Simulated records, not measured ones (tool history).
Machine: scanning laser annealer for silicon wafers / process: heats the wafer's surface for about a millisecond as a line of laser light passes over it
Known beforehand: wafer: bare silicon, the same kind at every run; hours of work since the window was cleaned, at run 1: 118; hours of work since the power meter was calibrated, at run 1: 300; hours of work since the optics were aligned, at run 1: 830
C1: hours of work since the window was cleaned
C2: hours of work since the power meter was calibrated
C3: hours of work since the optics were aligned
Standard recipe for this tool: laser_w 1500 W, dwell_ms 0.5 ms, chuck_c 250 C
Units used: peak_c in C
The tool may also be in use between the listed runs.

Run 1, hour 0: usual settings; C1 118; C2 300; C3 830. Result: peak_c 983 C.
Run 2, hour 42.8: usual settings but dwell_ms 0.51 ms; C1 138; C2 320; C3 850. Result: peak_c 986 C.
Run 3, hour 118.1: usual settings but dwell_ms 0.55 ms; C1 173; C2 355; C3 884. Result: peak_c 1010 C.
At hour 140.7: optics aligned, line set to its width.
Run 4, hour 214.9: usual settings but dwell_ms 0.55 ms; C1 216; C2 397; C3 34. Result: peak_c 1013 C.
Run 5, hour 293.8: usual settings but dwell_ms 0.55 ms, chuck_c 260 C; C1 253; C2 434; C3 71. Result: peak_c 1020 C.
Run 6, hour 372.5: usual settings; C1 289; C2 471; C3 108. Result: peak_c 973 C.
Run 7, hour 445: usual settings but chuck_c 235 C; C1 323; C2 504; C3 141. Result: peak_c 952 C.
At hour 481.5: window over the wafer cleaned.
Run 8, hour 531: usual settings but chuck_c 235 C; C1 23; C2 543; C3 180. Result: peak_c 994 C.
Run 9, hour 597.6: usual settings but chuck_c 235 C; C1 54; C2 574; C3 211. Result: peak_c 988 C.
Run 10, hour 647.1: usual settings but laser_w 1313 W; C1 77; C2 597; C3 234. Result: peak_c 884 C.
Run 11, hour 702: usual settings but laser_w 1313 W; C1 102; C2 623; C3 260. Result: peak_c 879 C.
Run 12, hour 792.1: usual settings but laser_w 1313 W; C1 144; C2 665; C3 302. Result: peak_c 874 C.
Run 13, hour 875.2: usual settings; C1 183; C2 703; C3 340. Result: peak_c 986 C.
Run 14, hour 945.7: usual settings; C1 216; C2 736; C3 373. Result: peak_c 980 C.
Run 15, hour 1034.8: usual settings but dwell_ms 0.364 ms; C1 257; C2 777; C3 414. Result: peak_c 871 C.
Run 16, hour 1092.3: usual settings; C1 284; C2 804; C3 441. Result: peak_c 968 C.
Run 17, hour 1133.8: usual settings; C1 303; C2 823; C3 460. Result: peak_c 967 C.
At hour 1210.6: window over the wafer cleaned.
Run 18, hour 1221.7: usual settings; C1 5; C2 863; C3 500. Result: peak_c 1013 C.
Run 19, hour 1291.7: usual settings; C1 38; C2 896; C3 533. Result: peak_c 1004 C.
Run 20, hour 1356.5: usual settings but chuck_c 233 C; C1 68; C2 926; C3 563. Result: peak_c 986 C.
At hour 1367.3: laser's power meter calibrated.
Run 21, hour 1411.6: usual settings but laser_w 1465 W, dwell_ms 0.362 ms, chuck_c 233 C; C1 92; C2 21; C3 587. Result: peak_c 856 C.
Run 22, hour 1505: usual settings but laser_w 1462 W, dwell_ms 0.586 ms, chuck_c 232 C; C1 135; C2 64; C3 631. Result: peak_c 1007 C.
Run 23, hour 1574.5: usual settings but laser_w 1639 W, dwell_ms 0.563 ms, chuck_c 222 C; C1 168; C2 96; C3 663. Result: peak_c 1097 C.
Run 24, hour 1667.9: usual settings but laser_w 1447 W, dwell_ms 0.563 ms, chuck_c 227 C; C1 211; C2 140; C3 706. Result: peak_c 968 C.
Run 25, hour 1742.5: usual settings but laser_w 1447 W, dwell_ms 0.563 ms, chuck_c 227 C; C1 246; C2 174; C3 741. Result: peak_c 961 C.
Run 26, hour 1818.7: usual settings but laser_w 1512 W, dwell_ms 0.613 ms, chuck_c 270 C; C1 281; C2 210; C3 776. Result: peak_c 1075 C.
Run 27, hour 1880.8: usual settings but laser_w 1512 W, dwell_ms 0.613 ms, chuck_c 270 C; C1 310; C2 239; C3 805. Result: peak_c 1070 C.
At hour 1926.2: laser's power meter calibrated, once more.
Run 28, hour 1926.2: usual settings but laser_w 1512 W, dwell_ms 0.613 ms, chuck_c 270 C; C1 330; C2 0; C3 825. Result: peak_c 1065 C.
At hour 1949.6: window over the wafer cleaned.
Run 29, hour 2020.3: usual settings but laser_w 1357 W, dwell_ms 0.358 ms, chuck_c 262 C; C1 33; C2 43; C3 868. Result: peak_c 823 C.
At hour 2074.9: optics aligned, line set to its width.
Run 30, hour 2116.8: usual settings but laser_w 1528 W, dwell_ms 0.567 ms, chuck_c 229 C; C1 75; C2 85; C3 19. Result: peak_c 1047 C.
Run 31, hour 2179.4: usual settings but laser_w 1528 W, dwell_ms 0.567 ms, chuck_c 229 C; C1 104; C2 114; C3 49. Result: peak_c 1042 C.
Run 32, hour 2251.6: usual settings but dwell_ms 0.536 ms, chuck_c 212 C; C1 138; C2 148; C3 82. Result: peak_c 983 C.
Run 33, hour 2300: usual settings but dwell_ms 0.486 ms, chuck_c 258 C; C1 160; C2 170; C3 105. Result: peak_c 987 C.
Run 34, hour 2384.7: usual settings but dwell_ms 0.486 ms, chuck_c 258 C; C1 200; C2 210; C3 144. Result: peak_c 983 C.
Run 35, hour 2426.6: usual settings but dwell_ms 0.486 ms, chuck_c 258 C; C1 219; C2 229; C3 163. Result: peak_c 977 C.
Run 36, hour 2480.5: usual settings but laser_w 1287 W, dwell_ms 0.39 ms, chuck_c 220 C; C1 244; C2 254; C3 188. Result: peak_c 753 C.
Run 37, hour 2551.8: usual settings but laser_w 1287 W, dwell_ms 0.39 ms, chuck_c 220 C; C1 277; C2 287; C3 221. Result: peak_c 750 C.
Run 38, hour 2622.9: usual settings but laser_w 1330 W, dwell_ms 0.479 ms; C1 310; C2 320; C3 255. Result: peak_c 856 C.
Run 39, hour 2679.2: usual settings but laser_w 1624 W; C1 337; C2 347; C3 281. Result: peak_c 1037 C.

The same runs without the tool's hidden state, with the same run-to-run variation:
Hidden state at play: light that passes the window, % of a clean one's; laser's true power over the reading, %; width of the line over the set one, %; drift of the gauge itself on peak_c, C.
run  peak_c
  1    1013
  2    1020
  3    1050
  4    1047
  5    1061
  6    1017
  7    1001
  8     999
  9     998
 10     896
 11     894
 12     894
 13    1015
 14    1014
 15     905
 16    1012
 17    1013
 18    1017
 19    1013
 20    1000
 21     869
 22    1029
 23    1127
 24    1001
 25     999
 26    1123
 27    1122
 28    1126
 29     834
 30    1059
 31    1058
 32    1004
 33    1010
 34    1011
 35    1009
 36     779
 37     780
 38     894
 39    1091
